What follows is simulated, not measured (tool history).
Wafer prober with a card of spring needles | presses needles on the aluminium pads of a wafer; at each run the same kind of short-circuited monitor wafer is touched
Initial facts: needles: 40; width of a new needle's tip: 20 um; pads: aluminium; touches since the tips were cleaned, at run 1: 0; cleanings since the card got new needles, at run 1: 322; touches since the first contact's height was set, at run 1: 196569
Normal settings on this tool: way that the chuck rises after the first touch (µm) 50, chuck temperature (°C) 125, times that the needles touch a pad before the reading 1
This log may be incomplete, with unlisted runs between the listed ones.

| run | day | way that the chuck rises after the first touch (µm) | chuck temperature (°C) | times that the needles touch a pad before the reading | touches since the tips were cleaned | cleanings since the card got new needles | touches since the first contact's height was set | resistance of one needle with its contact and lead (mohm) | way that a needle slides on the pad (µm) |
|---|---|---|---|---|---|---|---|---|---|
| 1 | 0.000 | 50 | 125 | 1 | 0 | 322 | 196569 | 250 | 9.26 |
|  | 0.138 | tips cleaned on abrasive film |
|  | 0.279 | tips cleaned on abrasive film |
|  | 0.392 | tips cleaned on abrasive film |
|  | 0.504 | tips cleaned on abrasive film |
|  | 0.642 | tips cleaned on abrasive film |
|  | 0.754 | tips cleaned on abrasive film |
|  | 0.850 | height of the first contact set anew |
|  | 0.908 | tips cleaned on abrasive film |
|  | 1.046 | tips cleaned on abrasive film |
|  | 1.188 | tips cleaned on abrasive film |
|  | 1.325 | tips cleaned on abrasive film |
|  | 1.454 | tips cleaned on abrasive film |
| 2 | 1.454 | 50 | 125 | 1 | 0 | 333 | 8944 | 230 | 11.99 |
|  | 1.596 | tips cleaned on abrasive film |
|  | 1.733 | tips cleaned on abrasive film |
|  | 1.875 | tips cleaned on abrasive film |
|  | 2.012 | tips cleaned on abrasive film |
|  | 2.125 | tips cleaned on abrasive film |
|  | 2.267 | tips cleaned on abrasive film |
|  | 2.404 | tips cleaned on abrasive film |
|  | 2.546 | tips cleaned on abrasive film |
|  | 2.658 | tips cleaned on abrasive film |
| 3 | 2.708 | 50 | 125 | 1 | 774 | 342 | 27526 | 297 | 12.00 |
|  | 2.792 | tips cleaned on abrasive film |
|  | 2.933 | tips cleaned on abrasive film |
|  | 3.046 | tips cleaned on abrasive film |
|  | 3.183 | tips cleaned on abrasive film |
|  | 3.296 | tips cleaned on abrasive film |
|  | 3.438 | tips cleaned on abrasive film |
|  | 3.575 | tips cleaned on abrasive film |
|  | 3.688 | tips cleaned on abrasive film |
|  | 3.829 | tips cleaned on abrasive film |
|  | 3.942 | tips cleaned on abrasive film |
| 4 | 3.967 | 50 | 125 | 1 | 425 | 352 | 46174 | 279 | 11.56 |
|  | 4.079 | tips cleaned on abrasive film |
|  | 4.221 | tips cleaned on abrasive film |
|  | 4.358 | tips cleaned on abrasive film |
|  | 4.471 | tips cleaned on abrasive film |
|  | 4.583 | tips cleaned on abrasive film |
|  | 4.725 | tips cleaned on abrasive film |
|  | 4.862 | tips cleaned on abrasive film |
| 5 | 4.962 | 50 | 125 | 1 | 1498 | 359 | 60900 | 357 | 11.53 |
|  | 4.992 | tips cleaned on abrasive film |
|  | 5.133 | tips cleaned on abrasive film |
|  | 5.246 | tips cleaned on abrasive film |
|  | 5.383 | tips cleaned on abrasive film |
|  | 5.496 | tips cleaned on abrasive film |
|  | 5.608 | tips cleaned on abrasive film |
|  | 5.750 | tips cleaned on abrasive film |
|  | 5.862 | tips cleaned on abrasive film |
|  | 5.975 | tips cleaned on abrasive film |
|  | 6.112 | tips cleaned on abrasive film |
|  | 6.225 | tips cleaned on abrasive film |
|  | 6.338 | tips cleaned on abrasive film |
|  | 6.479 | tips cleaned on abrasive film |
| 6 | 6.488 | 50 | 125 | 1 | 150 | 372 | 83414 | 257 | 11.10 |
|  | 6.600 | tips cleaned on abrasive film |
|  | 6.738 | tips cleaned on abrasive film |
|  | 6.850 | tips cleaned on abrasive film |
|  | 6.992 | tips cleaned on abrasive film |
|  | 7.129 | tips cleaned on abrasive film |
|  | 7.271 | tips cleaned on abrasive film |
|  | 7.408 | tips cleaned on abrasive film |
|  | 7.550 | tips cleaned on abrasive film |
|  | 7.662 | tips cleaned on abrasive film |
|  | 7.775 | tips cleaned on abrasive film |
|  | 7.912 | tips cleaned on abrasive film |
| 7 | 7.971 | 50 | 125 | 1 | 847 | 383 | 105382 | 328 | 10.80 |
|  | 8.029 | tips cleaned on abrasive film |
|  | 8.167 | tips cleaned on abrasive film |
|  | 8.308 | tips cleaned on abrasive film |
|  | 8.446 | tips cleaned on abrasive film |
|  | 8.558 | tips cleaned on abrasive film |
|  | 8.671 | tips cleaned on abrasive film |
|  | 8.812 | tips cleaned on abrasive film |
|  | 8.950 | tips cleaned on abrasive film |
|  | 9.092 | tips cleaned on abrasive film |
|  | 9.229 | tips cleaned on abrasive film |
|  | 9.371 | tips cleaned on abrasive film |
| 8 | 9.412 | 50 | 125 | 1 | 688 | 394 | 126777 | 338 | 10.53 |
|  | 9.500 | tips cleaned on abrasive film |
|  | 9.612 | tips cleaned on abrasive film |
|  | 9.750 | tips cleaned on abrasive film |
|  | 9.862 | tips cleaned on abrasive film |
|  | 9.975 | tips cleaned on abrasive film |
|  | 10.117 | tips cleaned on abrasive film |
|  | 10.229 | tips cleaned on abrasive film |
|  | 10.367 | tips cleaned on abrasive film |
|  | 10.479 | tips cleaned on abrasive film |
|  | 10.621 | tips cleaned on abrasive film |
| 9 | 10.646 | 50 | 125 | 1 | 417 | 404 | 145003 | 317 | 10.27 |
|  | 10.733 | tips cleaned on abrasive film |
|  | 11.233 | card fitted with new needles |
|  | 11.371 | tips cleaned on abrasive film |
|  | 11.483 | tips cleaned on abrasive film |
|  | 11.596 | tips cleaned on abrasive film |
|  | 11.738 | tips cleaned on abrasive film |
| 10 | 11.767 | 66 | 125 | 2 | 465 | 4 | 7919 | 202 | 15.81 |
|  | 11.854 | tips cleaned on abrasive film |
|  | 11.967 | tips cleaned on abrasive film |
|  | 12.079 | tips cleaned on abrasive film |
|  | 12.217 | tips cleaned on abrasive film |
|  | 12.329 | tips cleaned on abrasive film |
|  | 12.442 | tips cleaned on abrasive film |
| 11 | 12.450 | 54 | 25 | 1 | 132 | 10 | 17989 | 190 | 13.05 |
|  | 12.562 | tips cleaned on abrasive film |
|  | 12.704 | tips cleaned on abrasive film |
|  | 12.817 | tips cleaned on abrasive film |
|  | 12.954 | tips cleaned on abrasive film |
|  | 13.067 | tips cleaned on abrasive film |
|  | 13.179 | tips cleaned on abrasive film |
|  | 13.321 | tips cleaned on abrasive film |
| 12 | 13.375 | 54 | 25 | 1 | 823 | 17 | 31652 | 223 | 12.60 |
|  | 13.458 | tips cleaned on abrasive film |
|  | 13.600 | tips cleaned on abrasive film |
|  | 13.712 | tips cleaned on abrasive film |
|  | 13.850 | tips cleaned on abrasive film |
|  | 13.962 | tips cleaned on abrasive film |
|  | 14.104 | tips cleaned on abrasive film |
|  | 14.242 | tips cleaned on abrasive film |
|  | 14.383 | tips cleaned on abrasive film |
|  | 14.521 | tips cleaned on abrasive film |
|  | 14.633 | tips cleaned on abrasive film |
|  | 14.746 | tips cleaned on abrasive film |
| 13 | 14.783 | 57 | 109 | 2 | 564 | 28 | 52510 | 213 | 13.31 |
|  | 14.867 | tips cleaned on abrasive film |
|  | 14.979 | tips cleaned on abrasive film |
|  | 15.121 | tips cleaned on abrasive film |
|  | 15.258 | tips cleaned on abrasive film |
|  | 15.400 | tips cleaned on abrasive film |
|  | 15.512 | tips cleaned on abrasive film |
|  | 15.650 | tips cleaned on abrasive film |
|  | 15.792 | tips cleaned on abrasive film |
|  | 15.904 | tips cleaned on abrasive film |
|  | 16.017 | tips cleaned on abrasive film |
| 14 | 16.067 | 57 | 109 | 2 | 764 | 38 | 71496 | 218 | 12.82 |
|  | 16.150 | tips cleaned on abrasive film |
|  | 16.262 | tips cleaned on abrasive film |
|  | 16.404 | tips cleaned on abrasive film |
|  | 16.542 | tips cleaned on abrasive film |
|  | 16.683 | tips cleaned on abrasive film |
|  | 16.821 | tips cleaned on abrasive film |
|  | 16.933 | tips cleaned on abrasive film |
| 15 | 16.958 | 57 | 109 | 2 | 393 | 45 | 84727 | 210 | 12.74 |
|  | 17.071 | tips cleaned on abrasive film |
|  | 17.212 | tips cleaned on abrasive film |
|  | 17.325 | tips cleaned on abrasive film |
|  | 17.462 | tips cleaned on abrasive film |
|  | 17.604 | tips cleaned on abrasive film |
|  | 17.742 | tips cleaned on abrasive film |
|  | 17.854 | tips cleaned on abrasive film |
|  | 17.996 | tips cleaned on abrasive film |
| 16 | 18.062 | 41 | 125 | 1 | 1003 | 53 | 101054 | 304 | 8.45 |
|  | 18.121 | tips cleaned on abrasive film |
|  | 18.233 | tips cleaned on abrasive film |
|  | 18.371 | tips cleaned on abrasive film |
|  | 18.512 | tips cleaned on abrasive film |
|  | 18.650 | tips cleaned on abrasive film |
|  | 18.792 | tips cleaned on abrasive film |
|  | 18.929 | tips cleaned on abrasive film |
|  | 19.042 | tips cleaned on abrasive film |
|  | 19.154 | tips cleaned on abrasive film |
|  | 19.292 | tips cleaned on abrasive film |
| 17 | 19.292 | 41 | 125 | 1 | 0 | 63 | 119236 | 230 | 8.20 |
|  | 19.429 | tips cleaned on abrasive film |
|  | 19.571 | tips cleaned on abrasive film |
|  | 19.683 | tips cleaned on abrasive film |
|  | 19.821 | tips cleaned on abrasive film |
|  | 19.933 | tips cleaned on abrasive film |
|  | 20.075 | tips cleaned on abrasive film |
|  | 20.188 | tips cleaned on abrasive film |
| 18 | 20.238 | 41 | 125 | 2 | 774 | 70 | 133262 | 268 | 8.03 |

How would selected steps in resistance of one needle with its contact and lead (mohm) from run to run divide? Give the signed amount a tool lacking its hidden state would still show from settings, what came in and random variation, and the signed amount left for the hidden state, including any gauge scatter that is not in both of the compared results.
Hidden state at play: debris on the tips, nm; way that the needles fall short of the set height, um; tips' diameter, um; drift of the gauge itself on contact_mohm, %; drift of the gauge itself on scrub_um, %.
Run 9 -> 10: way that the chuck rises after the first touch (µm) 50 -> 66, times that the needles touch a pad before the reading 1 -> 2, tips cleaned on abrasive film, card fitted with new needles, tips cleaned on abrasive film, tips cleaned on abrasive film, tips cleaned on abrasive film, tips cleaned on abrasive film. resistance of one needle with its contact and lead (mohm) -115: hidden state -107, all else -8.
